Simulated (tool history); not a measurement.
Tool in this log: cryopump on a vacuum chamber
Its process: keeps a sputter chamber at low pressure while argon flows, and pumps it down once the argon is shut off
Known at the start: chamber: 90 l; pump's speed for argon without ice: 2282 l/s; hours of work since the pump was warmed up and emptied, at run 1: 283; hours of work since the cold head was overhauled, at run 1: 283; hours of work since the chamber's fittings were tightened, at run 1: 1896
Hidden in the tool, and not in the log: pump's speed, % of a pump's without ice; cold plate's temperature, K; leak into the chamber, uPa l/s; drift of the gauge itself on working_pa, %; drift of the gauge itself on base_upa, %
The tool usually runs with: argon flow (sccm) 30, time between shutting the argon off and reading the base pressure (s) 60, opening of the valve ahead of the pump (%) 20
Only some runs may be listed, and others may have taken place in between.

| run | hour | argon flow (sccm) | time between shutting the argon off and reading the base pressure (s) | opening of the valve ahead of the pump (%) | hours of work since the pump was warmed up and emptied | hours of work since the cold head was overhauled | hours of work since the chamber's fittings were tightened | pressure while argon flows (Pa) | pressure after the wait (uPa) |
|---|---|---|---|---|---|---|---|---|---|
| 1 | 0 | 30 | 60 | 20 | 283 | 283 | 1896 | 0.1164 | 2.46 |
| 2 | 43.8 | 30 | 60 | 20 | 301 | 301 | 1914 | 0.1159 | 2.48 |
| 3 | 116.3 | 20 | 60 | 20 | 331 | 331 | 1944 | 0.0782 | 2.57 |
| 4 | 178.9 | 30 | 60 | 15 | 356 | 356 | 1969 | 0.1554 | 2.63 |
| 5 | 220 | 30 | 60 | 28 | 373 | 373 | 1986 | 0.0878 | 2.65 |
| 6 | 286.4 | 30 | 60 | 28 | 400 | 400 | 2013 | 0.0883 | 2.8 |
| 7 | 328.1 | 30 | 60 | 28 | 417 | 417 | 2030 | 0.0886 | 2.71 |
|  | 375.7 | pump warmed up, emptied and cooled again |
| 8 | 407.8 | 30 | 60 | 28 | 13 | 447 | 2060 | 0.0797 | 2.14 |
|  | 464 | leaking fittings of the chamber tightened, without venting |
| 9 | 464 | 30 | 60 | 28 | 35 | 469 | 0 | 0.0806 | 0.68 |
| 10 | 505.7 | 30 | 75 | 20 | 52 | 486 | 17 | 0.1116 | 0.58 |
| 11 | 549.8 | 30 | 111 | 20 | 70 | 504 | 35 | 0.113 | 0.46 |
| 12 | 586.4 | 30 | 111 | 20 | 85 | 519 | 50 | 0.1125 | 0.48 |
| 13 | 618.8 | 20 | 60 | 20 | 98 | 532 | 63 | 0.0748 | 0.73 |
| 14 | 663.5 | 20 | 60 | 20 | 116 | 550 | 81 | 0.0747 | 0.78 |
| 15 | 705.9 | 43 | 28 | 15 | 133 | 567 | 98 | 0.2173 | 1.38 |
| 16 | 748.4 | 43 | 28 | 27 | 150 | 584 | 115 | 0.122 | 1.37 |
| 17 | 780.3 | 18 | 28 | 54 | 163 | 597 | 128 | 0.0263 | 1.37 |
| 18 | 846.1 | 30 | 60 | 20 | 190 | 624 | 155 | 0.115 | 0.79 |
| 19 | 912.4 | 30 | 108 | 48 | 217 | 651 | 182 | 0.0504 | 0.61 |
| 20 | 945.2 | 30 | 51 | 31 | 230 | 664 | 195 | 0.0754 | 0.95 |
| 21 | 1008.5 | 30 | 135 | 20 | 256 | 690 | 221 | 0.116 | 0.62 |
| 22 | 1043.9 | 28 | 60 | 21 | 270 | 704 | 235 | 0.1027 | 0.9 |
| 23 | 1121.5 | 51 | 106 | 26 | 302 | 736 | 267 | 0.1549 | 0.74 |
| 24 | 1166.5 | 51 | 70 | 37 | 320 | 754 | 285 | 0.1138 | 0.86 |
| 25 | 1235.3 | 51 | 70 | 37 | 348 | 782 | 313 | 0.1134 | 0.98 |
| 26 | 1304.5 | 24 | 31 | 20 | 376 | 810 | 341 | 0.0932 | 1.57 |
| 27 | 1336.1 | 36 | 56 | 46 | 389 | 823 | 354 | 0.0673 | 1.05 |
| 28 | 1391.9 | 37 | 220 | 57 | 412 | 845 | 377 | 0.0591 | 0.71 |

Predict each of these 3 candidate next runs independently; none follows another, all start after run 28:
|  | 1454.3 | pump warmed up, emptied and cooled again |
| A | 1473.5 | 37 | 220 | 33 | 8 | 876 | 408 | ? | ? |
|  | 1454.3 | pump warmed up, emptied and cooled again |
| B | 1473.5 | 24 | 60 | 20 | 8 | 876 | 408 | ? | ? |
|  | 1454.3 | pump warmed up, emptied and cooled again |
| C | 1473.5 | 18 | 34 | 57 | 8 | 876 | 408 | ? | ? |

| run | pressure while argon flows (Pa) | pressure after the wait (uPa) |
|---|---|---|
| A | 0.0839 | 0.58 |
| B | 0.0883 | 1.01 |
| C | 0.023 | 1.37 |
With the hidden condition removed and each run's random variation left untouched, the same runs would have given:
| run | pressure while argon flows (Pa) | pressure after the wait (uPa) |
|---|---|---|
| A | 0.0834 | 0.27 |
| B | 0.088 | 0.69 |
| C | 0.0228 | 1.06 |
